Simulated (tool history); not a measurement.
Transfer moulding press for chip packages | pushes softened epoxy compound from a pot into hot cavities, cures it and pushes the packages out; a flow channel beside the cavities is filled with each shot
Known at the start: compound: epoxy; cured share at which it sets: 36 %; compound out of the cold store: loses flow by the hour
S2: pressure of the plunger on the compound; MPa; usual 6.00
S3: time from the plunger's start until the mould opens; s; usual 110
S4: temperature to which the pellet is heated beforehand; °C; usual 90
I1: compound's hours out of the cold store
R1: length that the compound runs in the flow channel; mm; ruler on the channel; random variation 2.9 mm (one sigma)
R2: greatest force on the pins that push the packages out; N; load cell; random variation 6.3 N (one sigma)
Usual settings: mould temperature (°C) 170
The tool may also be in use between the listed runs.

Run 1, day 0.000: usual settings; I1 20.8. Result: R1 591 mm, R2 508 N.
At day 0.792: cavities cleaned with cleaning compound and waxed.
Run 2, day 1.112: usual settings; I1 22.9. Result: R1 589 mm, R2 283 N.
Run 3, day 2.558: usual settings but S4 82 °C; I1 39.0. Result: R1 544 mm, R2 402 N.
Run 4, day 3.679: usual settings but S4 82 °C; I1 45.3. Result: R1 533 mm, R2 440 N.
Run 5, day 4.483: usual settings but S4 82 °C; I1 43.8. Result: R1 538 mm, R2 468 N.
At day 5.579: cavities cleaned with cleaning compound and waxed.
Run 6, day 5.642: usual settings but S4 82 °C; I1 23.4. Result: R1 581 mm, R2 258 N.
Run 7, day 6.883: usual settings; I1 40.9. Result: R1 532 mm, R2 375 N.
Run 8, day 7.654: usual settings; I1 36.1. Result: R1 547 mm, R2 414 N.
Run 9, day 8.571: usual settings; I1 37.7. Result: R1 544 mm, R2 456 N.
Run 10, day 9.517: usual settings; I1 42.1. Result: R1 536 mm, R2 462 N.
At day 10.333: cavities cleaned with cleaning compound and waxed.
Run 11, day 10.333: usual settings but S2 5.75 MPa; I1 40.6. Result: R1 527 mm, R2 243 N.
Run 12, day 11.683: usual settings; I1 46.6. Result: R1 521 mm, R2 370 N.
Run 13, day 12.742: usual settings; I1 22.9. Result: R1 581 mm, R2 439 N.
Run 14, day 13.692: usual settings but mould temperature (°C) 164, S2 7.34 MPa; I1 9.1. Result: R1 700 mm, R2 720 N.
Run 15, day 14.912: usual settings but mould temperature (°C) 172, S3 91 s; I1 27.2. Result: R1 562 mm, R2 624 N.
At day 15.092: cavities cleaned with cleaning compound and waxed.
Run 16, day 16.242: usual settings but mould temperature (°C) 168, S2 6.81 MPa, S3 120 s, S4 95 °C; I1 28.4. Result: R1 600 mm, R2 363 N.
Run 17, day 17.288: usual settings but S3 93 s; I1 27.2. Result: R1 556 mm, R2 567 N.
Run 18, day 18.654: usual settings but S3 108 s; I1 26.5. Result: R1 563 mm, R2 495 N.
At day 18.871: plunger's sealing rings changed.
At day 20.021: cavities cleaned with cleaning compound and waxed.
Run 19, day 20.250: usual settings but S2 6.87 MPa, S3 104 s; I1 33.9. Result: R1 604 mm, R2 306 N.
Run 20, day 20.904: usual settings but S3 122 s; I1 16.2. Result: R1 608 mm, R2 312 N.
Run 21, day 22.292: usual settings but S2 4.54 MPa, S4 88 °C; I1 33.4. Result: R1 494 mm, R2 439 N.
Run 22, day 22.971: usual settings but mould temperature (°C) 171, S3 101 s, S4 96 °C; I1 17.5. Result: R1 603 mm, R2 523 N.
Run 23, day 23.725: usual settings but mould temperature (°C) 171, S3 101 s, S4 96 °C; I1 29.2. Result: R1 569 mm, R2 513 N.

5 ways to go on from here, each from the tool as it stands after run 23. What would each give?
Run A, day 24.562: usual settings but mould temperature (°C) 178, S2 7.14 MPa, S3 101 s, S4 96 °C; I1 40.7. Result: R1 ?, R2 ?.
Run B, day 24.562: usual settings but S3 126 s, S4 99 °C; I1 17.3. Result: R1 ?, R2 ?.
Run C, day 24.562: usual settings but mould temperature (°C) 165, S2 7.10 MPa, S4 93 °C; I1 8.4. Result: R1 ?, R2 ?.
Run D, day 24.562: usual settings but mould temperature (°C) 174, S3 101 s, S4 96 °C; I1 20.7. Result: R1 ?, R2 ?.
Run E, day 24.562: usual settings but mould temperature (°C) 173, S2 6.29 MPa, S3 101 s, S4 86 °C; I1 44.0. Result: R1 ?, R2 ?.

run   R1   R2
  A  579  435
  B  603  450
  C  691  741
  D  589  471
  E  548  495
Without the tool's hidden state the same runs would have given:
run   R1   R2
  A  583  211
  B  607  221
  C  695  348
  D  593  226
  E  552  239
